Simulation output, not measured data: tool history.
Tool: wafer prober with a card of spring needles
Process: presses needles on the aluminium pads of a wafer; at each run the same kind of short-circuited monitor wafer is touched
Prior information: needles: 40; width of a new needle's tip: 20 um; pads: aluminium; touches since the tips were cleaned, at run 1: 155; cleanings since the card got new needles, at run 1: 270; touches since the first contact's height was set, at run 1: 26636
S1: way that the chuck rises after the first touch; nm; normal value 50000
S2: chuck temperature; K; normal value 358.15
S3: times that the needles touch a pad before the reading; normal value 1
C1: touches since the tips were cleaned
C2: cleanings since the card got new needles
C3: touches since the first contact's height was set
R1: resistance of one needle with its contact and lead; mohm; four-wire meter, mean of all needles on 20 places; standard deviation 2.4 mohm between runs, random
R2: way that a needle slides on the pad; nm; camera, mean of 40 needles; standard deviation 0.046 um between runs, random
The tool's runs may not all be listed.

Run 1, hour 0: usual settings; C1 155; C2 270; C3 26636. Result: R1 277 mohm, R2 12880 nm.
At hour 8.7: tips cleaned on abrasive film.
At hour 19.6: tips cleaned on abrasive film.
At hour 30.6: tips cleaned on abrasive film.
At hour 39.3: tips cleaned on abrasive film.
At hour 48: tips cleaned on abrasive film.
At hour 56.8: tips cleaned on abrasive film.
Run 2, hour 61.2: usual settings but S3 2; C1 2282; C2 276; C3 57608. Result: R1 276 mohm, R2 12810 nm.
At hour 65.7: tips cleaned on abrasive film.
At hour 74.4: tips cleaned on abrasive film.
At hour 85.3: tips cleaned on abrasive film.
At hour 94.1: tips cleaned on abrasive film.
At hour 102.8: tips cleaned on abrasive film.
At hour 113.7: tips cleaned on abrasive film.
Run 3, hour 121.6: usual settings but S3 2; C1 4051; C2 282; C3 88140. Result: R1 274 mohm, R2 12880 nm.
At hour 123.9: tips cleaned on abrasive film.
At hour 132.6: tips cleaned on abrasive film.
At hour 143.5: tips cleaned on abrasive film.
At hour 152.3: tips cleaned on abrasive film.
At hour 163.2: tips cleaned on abrasive film.
At hour 171.9: tips cleaned on abrasive film.
At hour 180.7: tips cleaned on abrasive film.
At hour 191.6: tips cleaned on abrasive film.
At hour 202.5: tips cleaned on abrasive film.
At hour 213.4: tips cleaned on abrasive film.
Run 4, hour 216.2: usual settings but S3 2; C1 1462; C2 292; C3 135944. Result: R1 277 mohm, R2 12870 nm.
At hour 222.8: tips cleaned on abrasive film.
At hour 231.6: tips cleaned on abrasive film.
At hour 242.5: tips cleaned on abrasive film.
At hour 242.8: height of the first contact set anew.
At hour 251.5: tips cleaned on abrasive film.
At hour 262.4: tips cleaned on abrasive film.
At hour 271.2: tips cleaned on abrasive film.
Run 5, hour 274.8: usual settings but S3 2; C1 1845; C2 298; C3 16190. Result: R1 276 mohm, R2 12840 nm.
At hour 281.4: tips cleaned on abrasive film.
At hour 292.3: tips cleaned on abrasive film.
At hour 301: tips cleaned on abrasive film.
At hour 311.9: tips cleaned on abrasive film.
At hour 320.7: tips cleaned on abrasive film.
At hour 329.4: tips cleaned on abrasive film.
Run 6, hour 330.2: usual settings; C1 432; C2 304; C3 44208. Result: R1 277 mohm, R2 12890 nm.
At hour 339: tips cleaned on abrasive film.
At hour 347.7: tips cleaned on abrasive film.
At hour 356.5: tips cleaned on abrasive film.
At hour 367.4: tips cleaned on abrasive film.
At hour 378.3: tips cleaned on abrasive film.
At hour 389.2: tips cleaned on abrasive film.
At hour 397.9: tips cleaned on abrasive film.
At hour 408.8: tips cleaned on abrasive film.
At hour 417.6: tips cleaned on abrasive film.
Run 7, hour 422.2: usual settings but S3 3; C1 2385; C2 313; C3 90731. Result: R1 282 mohm, R2 12870 nm.
At hour 426.7: tips cleaned on abrasive film.
At hour 435.4: tips cleaned on abrasive film.
At hour 446.3: tips cleaned on abrasive film.
At hour 457.2: tips cleaned on abrasive film.
At hour 468.1: tips cleaned on abrasive film.
At hour 476.9: tips cleaned on abrasive film.
At hour 487.8: tips cleaned on abrasive film.
At hour 498.7: tips cleaned on abrasive film.
At hour 509.6: tips cleaned on abrasive film.
Run 8, hour 517.3: usual settings but S1 45000 nm; C1 3923; C2 322; C3 138788. Result: R1 279 mohm, R2 11570 nm.
At hour 519.5: tips cleaned on abrasive film.
At hour 528.3: tips cleaned on abrasive film.
At hour 537: tips cleaned on abrasive film.
At hour 537.3: height of the first contact set anew.
At hour 546: tips cleaned on abrasive film.
At hour 556.9: tips cleaned on abrasive film.
At hour 565.7: tips cleaned on abrasive film.
At hour 574.4: tips cleaned on abrasive film.
At hour 585.3: tips cleaned on abrasive film.
At hour 596.2: tips cleaned on abrasive film.
Run 9, hour 598: usual settings; C1 903; C2 331; C3 30694. Result: R1 280 mohm, R2 12860 nm.
At hour 606.7: tips cleaned on abrasive film.
At hour 615.5: tips cleaned on abrasive film.
At hour 624.2: tips cleaned on abrasive film.
At hour 635.1: tips cleaned on abrasive film.
At hour 643.9: tips cleaned on abrasive film.
At hour 654.8: tips cleaned on abrasive film.
At hour 665.7: tips cleaned on abrasive film.
At hour 676.6: tips cleaned on abrasive film.
At hour 685.3: tips cleaned on abrasive film.
Run 10, hour 692.8: usual settings; C1 3805; C2 340; C3 78635. Result: R1 279 mohm, R2 12910 nm.
At hour 695: tips cleaned on abrasive film.
At hour 703.8: tips cleaned on abrasive film.
At hour 714.7: tips cleaned on abrasive film.
At hour 725.6: tips cleaned on abrasive film.
At hour 734.3: tips cleaned on abrasive film.
At hour 745.2: tips cleaned on abrasive film.
Run 11, hour 753: usual settings but S1 47000 nm, S2 320.15 K; C1 3939; C2 346; C3 109056. Result: R1 268 mohm, R2 12160 nm.
At hour 755.2: tips cleaned on abrasive film.
At hour 766.1: tips cleaned on abrasive film.
At hour 777: tips cleaned on abrasive film.
At hour 787.9: tips cleaned on abrasive film.
At hour 796.7: tips cleaned on abrasive film.
At hour 807.6: tips cleaned on abrasive film.
At hour 816.3: tips cleaned on abrasive film.
At hour 825.1: tips cleaned on abrasive film.
At hour 831.8: height of the first contact set anew.
At hour 836.3: tips cleaned on abrasive film.
Run 12, hour 840.1: usual settings but S2 381.15 K; C1 1974; C2 355; C3 4182. Result: R1 284 mohm, R2 12920 nm.
At hour 846.7: tips cleaned on abrasive film.
At hour 855.4: tips cleaned on abrasive film.
At hour 864.2: tips cleaned on abrasive film.
At hour 875.1: tips cleaned on abrasive film.
At hour 886: tips cleaned on abrasive film.
At hour 894.7: tips cleaned on abrasive film.
At hour 905.6: tips cleaned on abrasive film.
At hour 916.6: tips cleaned on abrasive film.
At hour 927.5: tips cleaned on abrasive film.
At hour 939.5: card fitted with new needles.
Run 13, hour 945.4: usual settings but S1 48000 nm, S2 325.15 K, S3 2; C1 3036; C2 0; C3 3036. Result: R1 275 mohm, R2 12440 nm.
At hour 949.8: tips cleaned on abrasive film.
At hour 960.7: tips cleaned on abrasive film.
At hour 969.5: tips cleaned on abrasive film.
At hour 980.4: tips cleaned on abrasive film.
At hour 991.3: tips cleaned on abrasive film.
At hour 1002.2: tips cleaned on abrasive film.
Run 14, hour 1005.7: usual settings but S2 329.15 K; C1 1800; C2 6; C3 33524. Result: R1 267 mohm, R2 12910 nm.
At hour 1012.3: tips cleaned on abrasive film.
At hour 1021: tips cleaned on abrasive film.
At hour 1031.9: tips cleaned on abrasive film.
At hour 1040.7: tips cleaned on abrasive film.
At hour 1051.6: tips cleaned on abrasive film.
Run 15, hour 1055.3: usual settings but S1 54000 nm, S2 365.15 K; C1 1922; C2 11; C3 58618. Result: R1 278 mohm, R2 13940 nm.
At hour 1061.9: tips cleaned on abrasive film.
At hour 1070.7: tips cleaned on abrasive film.
At hour 1081.6: tips cleaned on abrasive film.
At hour 1090.3: tips cleaned on abrasive film.
At hour 1099.1: tips cleaned on abrasive film.
At hour 1110: tips cleaned on abrasive film.
At hour 1120.9: tips cleaned on abrasive film.
At hour 1131.8: tips cleaned on abrasive film.
At hour 1142.7: tips cleaned on abrasive film.
Run 16, hour 1144.5: usual settings but S3 2; C1 919; C2 20; C3 103673. Result: R1 277 mohm, R2 12960 nm.
At hour 1153.2: tips cleaned on abrasive film.
At hour 1164.1: tips cleaned on abrasive film.
At hour 1175: tips cleaned on abrasive film.
At hour 1183.8: tips cleaned on abrasive film.
At hour 1194.7: tips cleaned on abrasive film.
At hour 1203.4: tips cleaned on abrasive film.
At hour 1214.3: tips cleaned on abrasive film.
At hour 1225.2: tips cleaned on abrasive film.
At hour 1234.2: height of the first contact set anew.
At hour 1236.4: tips cleaned on abrasive film.
Run 17, hour 1238.6: usual settings but S3 2; C1 1118; C2 29; C3 2222. Result: R1 277 mohm, R2 12950 nm.
At hour 1247.3: tips cleaned on abrasive film.
At hour 1256.1: tips cleaned on abrasive film.
At hour 1267: tips cleaned on abrasive film.
At hour 1277.9: tips cleaned on abrasive film.
At hour 1288.8: tips cleaned on abrasive film.
Run 18, hour 1291.8: usual settings but S3 2; C1 1532; C2 34; C3 29110. Result: R1 278 mohm, R2 12980 nm.
At hour 1298.3: tips cleaned on abrasive film.
At hour 1307.1: tips cleaned on abrasive film.
At hour 1318: tips cleaned on abrasive film.
At hour 1328.9: tips cleaned on abrasive film.
At hour 1337.6: tips cleaned on abrasive film.
At hour 1346.4: tips cleaned on abrasive film.
At hour 1357.3: tips cleaned on abrasive film.
At hour 1366: tips cleaned on abrasive film.
Run 19, hour 1370.9: usual settings but S1 60000 nm, S2 326.15 K; C1 2465; C2 42; C3 69091. Result: R1 264 mohm, R2 15530 nm.
At hour 1375.3: tips cleaned on abrasive film.
At hour 1386.2: tips cleaned on abrasive film.
At hour 1397.1: tips cleaned on abrasive film.
At hour 1405.8: tips cleaned on abrasive film.
At hour 1414.6: tips cleaned on abrasive film.
Run 20, hour 1417.1: usual settings but S1 40000 nm, S2 326.15 K, S3 3; C1 1285; C2 47; C3 92443. Result: R1 273 mohm, R2 10310 nm.

What if the next run were any one of these 3? Each begins from the tool's condition after run 20:
At hour 1423.7: tips cleaned on abrasive film.
At hour 1434.6: tips cleaned on abrasive film.
At hour 1445.5: tips cleaned on abrasive film.
At hour 1455.8: tips cleaned on abrasive film.
Run A, hour 1455.8: usual settings but S1 32000 nm, S2 326.15 K, S3 2; C1 0; C2 51; C3 112027. Result: R1 ?, R2 ?.
At hour 1423.7: tips cleaned on abrasive film.
At hour 1434.6: tips cleaned on abrasive film.
At hour 1445.5: tips cleaned on abrasive film.
At hour 1455.8: tips cleaned on abrasive film.
Run B, hour 1455.8: usual settings but S1 32000 nm, S2 303.15 K; C1 0; C2 51; C3 112027. Result: R1 ?, R2 ?.
At hour 1423.7: tips cleaned on abrasive film.
At hour 1434.6: tips cleaned on abrasive film.
At hour 1445.5: tips cleaned on abrasive film.
At hour 1455.8: tips cleaned on abrasive film.
Run C, hour 1455.8: usual settings but S1 52000 nm, S2 335.15 K; C1 0; C2 51; C3 112027. Result: R1 ?, R2 ?.

run   R1     R2
  A  280   8330
  B  272   8250
  C  268  13500
Stripped of hidden state, with their random variation kept, the same runs would have yielded:
run   R1     R2
  A  280   8230
  B  272   8140
  C  268  13340

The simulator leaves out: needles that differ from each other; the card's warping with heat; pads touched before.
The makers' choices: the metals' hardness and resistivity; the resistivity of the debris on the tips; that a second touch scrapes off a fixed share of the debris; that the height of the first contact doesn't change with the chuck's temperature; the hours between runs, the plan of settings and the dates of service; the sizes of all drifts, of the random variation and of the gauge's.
